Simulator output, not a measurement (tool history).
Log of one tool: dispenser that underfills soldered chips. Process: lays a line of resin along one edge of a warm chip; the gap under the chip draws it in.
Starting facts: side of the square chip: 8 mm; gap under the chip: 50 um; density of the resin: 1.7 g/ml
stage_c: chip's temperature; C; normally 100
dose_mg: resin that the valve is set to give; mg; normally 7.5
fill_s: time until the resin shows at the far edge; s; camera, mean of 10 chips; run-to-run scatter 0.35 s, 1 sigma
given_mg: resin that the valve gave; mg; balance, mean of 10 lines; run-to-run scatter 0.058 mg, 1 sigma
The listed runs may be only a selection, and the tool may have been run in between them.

run	hour	stage_c	dose_mg	fill_s	given_mg
1	0	100	7.5	22.4	6.97
# hour 3.7: new syringe of resin
2	5	100	7.5	18.8	6.82
3	8.7	100	7.5	23.1	6.83
# hour 12: new syringe of resin
4	12.9	100	7.5	17.6	6.88
5	16.5	100	8.99	21.3	8.27
# hour 20: new syringe of resin
6	20.4	100	8.99	16	8.17
7	24.9	100	6.92	23.4	6.26
# hour 28.1: new syringe of resin
8	28.5	100	6.92	17.9	6.33
9	34.1	100	6.92	24.7	6.19
# hour 36.3: new syringe of resin
10	39	100	8.07	19.6	7.2
# hour 44.3: dispensing valve cleaned and set on the balance
# hour 45.7: new syringe of resin
11	46.1	112	8.61	10.8	8.54
12	50.6	105	8.34	18.1	8.26
# hour 53.8: new syringe of resin
13	54.5	111	9.41	10.5	9.32
14	58.8	98	8.83	23	8.75
# hour 61.9: new syringe of resin
15	66.2	97	8.83	23.7	8.78
# hour 70.6: new syringe of resin
16	73.7	99	7.92	20.4	7.77
# hour 79.1: new syringe of resin
17	81.9	94	8.7	23.4	8.58
# hour 87.2: new syringe of resin
18	87.2	95	7.11	19.9	7.02
19	91.7	113	9.29	12.3	9.05

5 ways to go on from here, each from the tool as it stands after run 19. What would each give?
# hour 95.3: new syringe of resin
A	98.7	115	7.21	?	?
# hour 95.3: new syringe of resin
B	98.7	94	7.82	?	?
# hour 95.3: new syringe of resin
C	98.7	103	9.08	?	?
# hour 95.3: new syringe of resin
D	98.7	111	7.98	?	?
# hour 95.3: new syringe of resin
E	98.7	107	7.59	?	?

run	fill_s	given_mg
A	11.4	7.03
B	25.1	7.71
C	17.1	8.84
D	12.4	7.81
E	14.6	7.46
What these runs would have given with no unlogged condition in the tool:
run	fill_s	given_mg
A	9.9	7.21
B	22	7.9
C	15	9.06
D	10.8	8
E	12.7	7.65
